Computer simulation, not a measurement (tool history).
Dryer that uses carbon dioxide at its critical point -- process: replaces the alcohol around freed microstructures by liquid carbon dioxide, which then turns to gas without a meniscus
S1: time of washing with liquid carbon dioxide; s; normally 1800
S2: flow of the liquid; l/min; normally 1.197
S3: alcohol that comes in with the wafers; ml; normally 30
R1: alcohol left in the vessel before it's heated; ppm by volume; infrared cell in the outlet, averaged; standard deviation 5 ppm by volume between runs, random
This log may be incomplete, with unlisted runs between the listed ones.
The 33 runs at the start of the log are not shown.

run 34 hour=1149 | S1=2580 S2=1.197 S3=60 | R1=33
run 35 hour=1171.9 | S1=2580 S2=1.197 S3=60 | R1=27
run 36 hour=1199.1 | S1=2580 S2=0.85 S3=24 | R1=41
run 37 hour=1247.5 | S1=1800 S2=0.75 S3=110 | R1=224
run 38 hour=1286 | S1=2100 S2=1.1 S3=30 | R1=46
run 39 hour=1328.3 | S1=1800 S2=1.45 S3=69 | R1=56
run 40 hour=1366.2 | S1=1140 S2=1.6 S3=101 | R1=88
run 41 hour=1405.4 | S1=1140 S2=1.6 S3=101 | R1=88
run 42 hour=1436.1 | S1=2520 S2=1.197 S3=30 | R1=68
run 43 hour=1476.6 | S1=1800 S2=1.51 S3=30 | R1=72
run 44 hour=1497.3 | S1=1800 S2=1.51 S3=30 | R1=75
run 45 hour=1544.5 | S1=1800 S2=1.51 S3=30 | R1=75
run 46 hour=1583.7 | S1=1800 S2=1.51 S3=30 | R1=76

Below are 5 alternative next runs, each starting from the tool's condition after run 46. Predict each:
run A hour=1613.6 | S1=1260 S2=1.31 S3=117 | R1=?
run B hour=1613.6 | S1=1800 S2=1.51 S3=30 | R1=?
run C hour=1613.6 | S1=2220 S2=1.197 S3=30 | R1=?
run D hour=1613.6 | S1=1920 S2=1.197 S3=30 | R1=?
run E hour=1613.6 | S1=2280 S2=1.197 S3=81 | R1=?

run=A R1=158
run=B R1=85
run=C R1=90
run=D R1=92
run=E R1=79
Without the tool's hidden state the same runs would have given:
run=A R1=47
run=B R1=5
run=C R1=10
run=D R1=10
run=E R1=0
